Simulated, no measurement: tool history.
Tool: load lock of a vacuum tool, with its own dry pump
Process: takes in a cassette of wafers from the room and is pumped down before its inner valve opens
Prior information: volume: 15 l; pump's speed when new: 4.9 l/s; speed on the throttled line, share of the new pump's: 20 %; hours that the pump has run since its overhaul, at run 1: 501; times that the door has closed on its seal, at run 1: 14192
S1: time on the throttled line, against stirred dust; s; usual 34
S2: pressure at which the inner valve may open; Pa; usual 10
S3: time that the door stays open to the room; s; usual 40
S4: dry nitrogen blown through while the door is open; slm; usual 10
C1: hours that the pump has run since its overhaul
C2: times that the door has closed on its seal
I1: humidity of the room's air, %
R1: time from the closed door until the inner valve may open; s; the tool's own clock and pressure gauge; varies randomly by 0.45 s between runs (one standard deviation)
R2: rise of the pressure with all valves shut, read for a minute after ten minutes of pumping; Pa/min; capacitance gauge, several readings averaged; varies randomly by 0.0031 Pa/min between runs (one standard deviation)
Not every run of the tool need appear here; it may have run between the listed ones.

run	hour	S1	S2	S3	S4	C1	C2	I1	R1	R2
1	0	34	10	40	10	501	14192	45.6	55.8	0.065
2	365.1	34	10	40	10	866	15488	43.4	55.8	0.058
3	818.1	34	10	193	10	1320	17095	48.5	55.5	0.201
4	1001.2	34	10	193	10	1503	17745	45.6	56.2	0.191
5	1349.1	34	10	193	10	1850	18979	44.4	56.2	0.178
6	1556	34	10	193	10	2057	19714	46.3	54.9	0.194
7	1916.9	34	10	193	10	2418	20994	46.7	55.3	0.192
8	2288.7	34	10	193	10	2790	22313	44.3	56.5	0.177
9	2619	34	10	193	10	3120	23485	48.3	56	0.197
10	2943.5	34	10	193	10	3445	24637	46.6	55.6	0.193
11	3334.1	34	10	193	10	3835	26023	44.7	55.4	0.183
12	3644.2	34	10	40	4	4146	27123	43.1	55.7	0.08
13	3970.6	34	10	40	4	4472	28281	44.7	55.6	0.078
14	4354.2	34	10	40	4	4856	29642	44.5	54.9	0.081
15	4552.7	34	10	40	26	5054	30347	47.2	55.7	0.051
16	4836	34	10	40	26	5337	31352	45.3	55.6	0.048
17	5163	34	20	79	11	5664	32512	44.9	52.9	0.096
18	5571.7	22	9	53	29	6073	33963	46.3	46.4	0.052
19	5869.5	25	13	40	7	6371	35019	43.3	48.4	0.071
20	6236.9	25	13	40	7	6738	36323	43.7	47.1	0.072
21	6518.1	38	10	107	29	7020	37321	45.5	59.5	0.081
22	6902.2	21	10	76	29	7404	38683	46	45.1	0.055
23	7178.8	21	10	75	39	7680	39665	47.8	45	0.057
24	7580.1	56	10	96	39	8082	41089	47.4	73.6	0.064
25	7892.3	56	10	96	39	8394	42197	42.9	72.4	0.06
26	8086.9	62	13	40	10	8588	42887	45.1	76.7	0.066
27	8444.7	62	13	40	10	8946	44157	42.6	77	0.067
28	8888.6	24	13	40	9	9390	45732	43.9	46.5	0.073
29	9094.8	52	10	40	15	9596	46463	44.1	69.9	0.061
30	9368	34	10	40	13	9869	47433	45.4	55.9	0.065
31	9666.5	35	12	39	31	10168	48492	46.1	56.2	0.046

Branching from run 31: 4 alternative next runs. What would each branch give?
# hour 9936.5: door's seal changed, seat wiped
A	10006	34	12	221	10	10506	246	46	?	?
# hour 9936.5: door's seal changed, seat wiped
B	10006	17	9	101	10	10506	246	43.9	?	?
# hour 9936.5: door's seal changed, seat wiped
C	10006	34	11	40	5	10506	246	43.3	?	?
# hour 9936.5: door's seal changed, seat wiped
D	10006	19	10	103	10	10506	246	44.2	?	?

run	R1	R2
A	54.5	0.207
B	42.5	0.115
C	55.5	0.073
D	44	0.118
The same runs, with their run-to-run variation unchanged, on a tool lacking any hidden condition would have given:
run	R1	R2
A	54.5	0.207
B	42.4	0.115
C	55.5	0.073
D	43.9	0.118
